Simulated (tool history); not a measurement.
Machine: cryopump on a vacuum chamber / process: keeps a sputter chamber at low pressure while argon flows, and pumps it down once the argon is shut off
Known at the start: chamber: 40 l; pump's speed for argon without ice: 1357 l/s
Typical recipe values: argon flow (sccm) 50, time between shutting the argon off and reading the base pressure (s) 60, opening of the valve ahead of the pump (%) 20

run,hour,argon flow (sccm),time between shutting the argon off and reading the base pressure (s),opening of the valve ahead of the pump (%),pressure while argon flows (Pa),pressure after the wait (uPa)
1,0.0,50,60,20,0.3144,3.59
2,16.0,50,60,20,0.3177,3.54
3,33.3,29,60,20,0.1841,3.59
4,70.8,29,60,20,0.1845,3.53
5,98.5,50,60,20,0.3158,3.69
6,117.2,50,60,20,0.3158,3.65
7,155.4,50,60,20,0.3178,3.64
8,178.7,24,60,20,0.1518,3.68
9,214.2,24,60,20,0.1535,3.73
10,238.3,24,60,20,0.1528,3.76
11,275.3,24,60,20,0.1537,3.90
12,309.4,24,60,20,0.1543,3.83
13,347.1,74,60,20,0.4753,3.97
14,377.4,74,60,20,0.4757,3.97
15,414.7,74,60,20,0.4801,4.10
16,432.8,74,60,20,0.4766,4.00
17,448.9,74,60,20,0.4781,4.02
18,471.0,41,24,52,0.1092,5.72
19,496.8,27,65,25,0.1428,3.99
20,531.2,27,62,17,0.2061,4.18
21,557.4,23,51,33,0.0946,4.44
22,577.0,23,51,33,0.0939,4.41
23,592.6,50,60,34,0.1989,4.33
24,628.5,50,60,34,0.2006,4.32
25,657.1,50,60,34,0.1999,4.43
26,676.0,50,60,34,0.2011,4.43
27,698.7,50,60,34,0.2035,4.51
28,733.0,55,154,34,0.2241,3.91
29,762.4,55,154,34,0.2239,3.78

Pick out some run-to-run changes in pressure while argon flows (Pa). Of each, how much would a tool without hidden state show as well, from the settings, what came in and chance, and how much is left for the hidden state and any gauge scatter not in both results compared?
The hidden state here: pump's speed, % of a pump's without ice; cold plate's temperature, K; leak into the chamber, uPa l/s; drift of the gauge itself on working_pa, %; drift of the gauge itself on base_upa, %.
Run 12 -> 13: argon flow (sccm) 24 -> 74. pressure while argon flows (Pa) +0.3210: hidden state +0.0108, all else +0.3102.
Run 17 -> 18: argon flow (sccm) 74 -> 41, time between shutting the argon off and reading the base pressure (s) 60 -> 24, opening of the valve ahead of the pump (%) 20 -> 52. pressure while argon flows (Pa) -0.3689: hidden state -0.0078, all else -0.3611.
Run 22 -> 23: argon flow (sccm) 23 -> 50, time between shutting the argon off and reading the base pressure (s) 51 -> 60, opening of the valve ahead of the pump (%) 33 -> 34. pressure while argon flows (Pa) +0.1050: hidden state +0.0086, all else +0.0964.
